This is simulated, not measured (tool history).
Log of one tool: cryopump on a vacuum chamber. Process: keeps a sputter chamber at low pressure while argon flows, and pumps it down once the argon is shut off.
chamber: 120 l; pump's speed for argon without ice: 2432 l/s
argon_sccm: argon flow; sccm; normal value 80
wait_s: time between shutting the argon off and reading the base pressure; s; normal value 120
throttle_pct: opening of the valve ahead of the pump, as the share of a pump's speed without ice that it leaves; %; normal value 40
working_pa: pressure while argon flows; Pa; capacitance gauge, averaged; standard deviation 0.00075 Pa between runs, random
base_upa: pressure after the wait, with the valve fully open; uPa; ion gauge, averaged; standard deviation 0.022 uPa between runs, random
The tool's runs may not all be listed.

run	hour	argon_sccm	wait_s	throttle_pct	working_pa	base_upa
1	0	80	120	40	0.1436	0.82
2	39.3	80	120	40	0.142	0.85
3	60.8	80	120	40	0.1449	0.86
4	81.5	80	120	40	0.1441	0.85
5	116.7	80	120	26	0.2184	0.91
6	160.2	80	120	26	0.2196	0.86
7	204.6	80	120	26	0.219	0.96
8	249.9	80	120	26	0.2197	0.9
9	281.8	80	120	26	0.2193	0.93
10	304.2	80	120	26	0.2211	0.99
11	345.6	80	120	26	0.2183	0.99
12	381	80	120	26	0.2221	0.98
13	400.5	80	120	26	0.2196	0.96
14	445.8	58	120	40	0.1062	1
15	472	80	120	40	0.1467	0.99
16	501.5	80	120	22	0.2624	1.02
17	538.6	80	120	22	0.2615	1.02
18	560.2	135	43	26	0.3747	1.8
19	586.6	135	43	39	0.255	1.93
20	610.5	135	43	39	0.2568	1.84
21	640.5	80	120	26	0.223	1.05
22	678.5	80	120	26	0.2258	1.06
# hour 691.9: pump warmed up, emptied and cooled again
23	724.5	80	120	26	0.2132	1.02
24	756.6	80	88	43	0.131	1.16
25	785.7	80	88	43	0.1295	1.21
26	830	80	36	53	0.1061	2.14
27	855.7	80	36	53	0.1064	2.15
28	889.2	92	66	35	0.1865	1.5
# hour 917.7: leaking fittings of the chamber tightened, without venting
29	917.7	92	66	35	0.1847	1
30	940.5	46	34	18	0.1796	1.83
31	963.3	80	24	31	0.1803	2.53
32	991.3	49	24	31	0.1105	2.47
33	1031	52	39	29	0.1274	1.6

Below, some changes in working_pa between adjacent runs. For each, the amount present without the hidden state too (settings, incoming material, random variation) and the amount remaining for the hidden state with gauge scatter not shared by both compared results:
The hidden state here: pump's speed, % of a pump's without ice; cold plate's temperature, K; leak into the chamber, uPa l/s; drift of the gauge itself on working_pa, %; drift of the gauge itself on base_upa, %.
Run 13 -> 14: argon_sccm 80 -> 58, throttle_pct 26 -> 40. working_pa -0.1134 Pa: hidden state -0.0015, all else -0.1119.
Run 15 -> 16: throttle_pct 40 -> 22. working_pa +0.1157 Pa: hidden state +0.0002, all else +0.1155.
Run 17 -> 18: argon_sccm 80 -> 135, wait_s 120 -> 43, throttle_pct 22 -> 26. working_pa +0.1132 Pa: hidden state +0.006, all else +0.1072.
Run 18 -> 19: throttle_pct 26 -> 39. working_pa -0.1197 Pa: hidden state +0.0005, all else -0.1202.
Run 20 -> 21: argon_sccm 135 -> 80, wait_s 43 -> 120, throttle_pct 39 -> 26. working_pa -0.0338 Pa: hidden state -0.006, all else -0.0278.
Run 22 -> 23: pump warmed up, emptied and cooled again. working_pa -0.0126 Pa: hidden state -0.0092, all else -0.0034.

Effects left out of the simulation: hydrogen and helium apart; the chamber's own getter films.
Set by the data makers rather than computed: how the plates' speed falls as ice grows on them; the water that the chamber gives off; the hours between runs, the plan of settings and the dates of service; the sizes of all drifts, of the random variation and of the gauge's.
